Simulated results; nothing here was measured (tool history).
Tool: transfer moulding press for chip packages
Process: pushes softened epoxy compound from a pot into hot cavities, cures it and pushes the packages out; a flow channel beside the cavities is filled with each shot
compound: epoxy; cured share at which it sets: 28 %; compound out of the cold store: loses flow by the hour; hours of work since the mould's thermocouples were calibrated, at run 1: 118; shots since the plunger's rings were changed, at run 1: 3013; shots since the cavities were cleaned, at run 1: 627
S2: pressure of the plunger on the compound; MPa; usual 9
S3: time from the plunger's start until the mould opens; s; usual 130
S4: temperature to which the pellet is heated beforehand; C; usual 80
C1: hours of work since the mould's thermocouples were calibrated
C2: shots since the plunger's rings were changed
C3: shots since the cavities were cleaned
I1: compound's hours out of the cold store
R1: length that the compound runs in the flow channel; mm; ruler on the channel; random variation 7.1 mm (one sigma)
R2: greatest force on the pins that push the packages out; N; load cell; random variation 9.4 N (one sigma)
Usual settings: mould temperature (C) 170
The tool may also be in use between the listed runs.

{"run": 1, "hour": 0.0, "mould temperature (C)": 170, "S2": 9, "S3": 130, "S4": 80, "C1": 118, "C2": 3013, "C3": 627, "I1": 22, "R1": 812, "R2": 591}
{"hour": 16.0, "done": "plunger's sealing rings changed"}
{"run": 2, "hour": 47.2, "mould temperature (C)": 170, "S2": 9, "S3": 130, "S4": 70, "C1": 138, "C2": 197, "C3": 910, "I1": 43.9, "R1": 717, "R2": 592}
{"hour": 75.0, "done": "cavities cleaned with cleaning compound and waxed"}
{"run": 3, "hour": 88.8, "mould temperature (C)": 170, "S2": 9, "S3": 130, "S4": 80, "C1": 156, "C2": 450, "C3": 87, "I1": 29.6, "R1": 799, "R2": 468}
{"run": 4, "hour": 137.6, "mould temperature (C)": 170, "S2": 9, "S3": 130, "S4": 80, "C1": 178, "C2": 759, "C3": 396, "I1": 26.5, "R1": 814, "R2": 541}
{"run": 5, "hour": 166.9, "mould temperature (C)": 170, "S2": 9, "S3": 130, "S4": 80, "C1": 191, "C2": 944, "C3": 581, "I1": 9.8, "R1": 918, "R2": 580}
{"run": 6, "hour": 205.8, "mould temperature (C)": 170, "S2": 9, "S3": 130, "S4": 80, "C1": 208, "C2": 1190, "C3": 827, "I1": 45.3, "R1": 703, "R2": 567}
{"hour": 246.9, "done": "cavities cleaned with cleaning compound and waxed"}
{"run": 7, "hour": 247.2, "mould temperature (C)": 170, "S2": 8.29, "S3": 130, "S4": 84, "C1": 226, "C2": 1442, "C3": 2, "I1": 44.4, "R1": 687, "R2": 407}
{"run": 8, "hour": 270.9, "mould temperature (C)": 170, "S2": 9, "S3": 163, "S4": 80, "C1": 236, "C2": 1592, "C3": 152, "I1": 10.5, "R1": 899, "R2": 442}
{"hour": 275.6, "done": "mould's thermocouples calibrated"}
{"run": 9, "hour": 306.0, "mould temperature (C)": 170, "S2": 9, "S3": 163, "S4": 80, "C1": 14, "C2": 1801, "C3": 361, "I1": 32.1, "R1": 770, "R2": 475}
{"run": 10, "hour": 342.9, "mould temperature (C)": 170, "S2": 9, "S3": 163, "S4": 80, "C1": 30, "C2": 2035, "C3": 595, "I1": 28.8, "R1": 784, "R2": 501}
{"run": 11, "hour": 375.8, "mould temperature (C)": 168, "S2": 9, "S3": 123, "S4": 77, "C1": 44, "C2": 2242, "C3": 802, "I1": 34.9, "R1": 756, "R2": 683}

5 ways to go on from here, each from the tool as it stands after run 11. What would each give?
{"hour": 418.9, "done": "cavities cleaned with cleaning compound and waxed"}
{"run": "A", "hour": 423.8, "mould temperature (C)": 168, "S2": 9.34, "S3": 145, "S4": 83, "C1": 65, "C2": 2536, "C3": 31, "I1": 14.7, "R1": "?", "R2": "?"}
{"hour": 418.9, "done": "cavities cleaned with cleaning compound and waxed"}
{"run": "B", "hour": 423.8, "mould temperature (C)": 168, "S2": 9, "S3": 123, "S4": 85, "C1": 65, "C2": 2536, "C3": 31, "I1": 27.4, "R1": "?", "R2": "?"}
{"hour": 418.9, "done": "cavities cleaned with cleaning compound and waxed"}
{"run": "C", "hour": 423.8, "mould temperature (C)": 162, "S2": 9, "S3": 168, "S4": 90, "C1": 65, "C2": 2536, "C3": 31, "I1": 29.9, "R1": "?", "R2": "?"}
{"hour": 418.9, "done": "cavities cleaned with cleaning compound and waxed"}
{"run": "D", "hour": 423.8, "mould temperature (C)": 177, "S2": 9, "S3": 130, "S4": 78, "C1": 65, "C2": 2536, "C3": 31, "I1": 37.5, "R1": "?", "R2": "?"}
{"hour": 418.9, "done": "cavities cleaned with cleaning compound and waxed"}
{"run": "E", "hour": 423.8, "mould temperature (C)": 168, "S2": 7.81, "S3": 123, "S4": 77, "C1": 65, "C2": 2536, "C3": 31, "I1": 37.8, "R1": "?", "R2": "?"}

run=A R1=877 R2=432
run=B R1=793 R2=490
run=C R1=802 R2=444
run=D R1=705 R2=379
run=E R1=671 R2=496
Without the tool's hidden state the same runs would have given:
run=A R1=912 R2=421
run=B R1=824 R2=481
run=C R1=834 R2=434
run=D R1=733 R2=365
run=E R1=698 R2=487
